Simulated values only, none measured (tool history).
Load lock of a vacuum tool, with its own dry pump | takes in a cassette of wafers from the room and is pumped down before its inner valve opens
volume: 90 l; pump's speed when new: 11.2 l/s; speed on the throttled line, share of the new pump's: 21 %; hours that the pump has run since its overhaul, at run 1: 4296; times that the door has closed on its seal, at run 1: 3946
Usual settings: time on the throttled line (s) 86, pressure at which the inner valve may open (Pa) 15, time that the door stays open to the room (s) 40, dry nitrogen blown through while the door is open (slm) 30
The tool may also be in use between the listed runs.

run,hour,time on the throttled line (s),pressure at which the inner valve may open (Pa),time that the door stays open to the room (s),dry nitrogen blown through while the door is open (slm),hours that the pump has run since its overhaul,times that the door has closed on its seal,"incoming humidity of the room's air, %",time from the closed door until the inner valve may open (s),rise of the pressure with all valves shut (Pa/min)
1,0.0,86,15,40,30,4296,3946,45.0,141.2,0.034
2,193.4,86,11,40,30,4490,4428,46.0,145.3,0.036
3,392.0,86,11,40,30,4688,4922,42.7,144.5,0.034
4,568.3,86,11,40,30,4864,5361,46.4,144.7,0.041
5,838.8,86,11,40,30,5135,6034,43.9,143.8,0.045
6,962.5,86,11,38,30,5259,6342,45.5,144.8,0.042
7,1233.7,86,15,40,30,5530,7016,46.4,142.5,0.049
8,1381.5,86,15,40,30,5678,7384,43.4,142.8,0.046
9,1547.3,86,15,40,30,5844,7797,46.1,141.6,0.051
10,1753.0,86,15,40,30,6049,8309,45.7,142.8,0.058
11,1982.8,86,15,40,30,6279,8881,47.5,142.4,0.052
12,2136.4,86,15,40,30,6433,9263,43.8,144.3,0.053
13,2406.7,86,15,40,30,6703,9936,41.0,145.1,0.055
14,2583.4,86,15,102,30,6880,10375,43.1,142.7,0.072
15,2755.6,86,15,75,30,7052,10804,47.1,144.5,0.071
16,2945.5,86,15,100,30,7242,11276,46.6,145.4,0.079
17,3102.2,105,26,58,5,7398,11666,44.3,153.4,0.098
18,3364.8,105,26,58,5,7661,12320,45.4,154.3,0.098
19,3541.1,60,19,40,30,7837,12759,45.0,121.8,0.074
20,3736.2,115,21,40,30,8032,13244,43.3,163.7,0.071
21,3977.9,115,21,40,30,8274,13846,44.7,162.2,0.073
22,4259.5,64,15,40,30,8556,14546,45.3,127.3,0.079
23,4457.4,78,15,58,12,8754,15039,41.1,138.1,0.099
24,4664.4,78,15,58,12,8961,15554,41.1,137.2,0.097
25,4862.8,78,15,58,12,9159,16048,45.0,138.3,0.105
26,5093.2,67,12,71,12,9389,16621,44.7,131.2,0.113
27,5322.8,67,11,149,12,9619,17193,47.0,132.7,0.143
28,5458.0,67,18,37,12,9754,17529,43.8,129.1,0.102
29,5600.5,67,18,37,12,9897,17884,44.7,130.0,0.107
30,5753.2,67,18,37,12,10049,18264,45.1,128.4,0.112
31,5959.8,149,29,40,30,10256,18778,45.0,187.8,0.102

The same runs without the tool's hidden state, with the same run-to-run variation:
The hidden state here: pump's speed, % of a new pump's; leak at the door's seal, Pa l/s; drift of the gauge itself on ready_s, %; drift of the gauge itself on rise_pa_min, %.
run,time from the closed door until the inner valve may open (s),rise of the pressure with all valves shut (Pa/min)
1,138.9,0.023
2,142.7,0.023
3,141.8,0.020
4,141.8,0.025
5,140.8,0.027
6,141.7,0.023
7,139.4,0.027
8,139.6,0.023
9,138.3,0.026
10,139.4,0.031
11,138.9,0.022
12,140.6,0.022
13,141.3,0.021
14,138.9,0.037
15,140.5,0.034
16,141.3,0.039
17,149.9,0.057
18,150.7,0.054
19,117.1,0.028
20,159.9,0.021
21,158.3,0.020
22,122.0,0.024
23,133.0,0.041
24,132.0,0.036
25,132.9,0.042
26,125.3,0.047
27,126.5,0.073
28,123.2,0.031
29,124.0,0.032
30,122.4,0.036
31,184.0,0.023
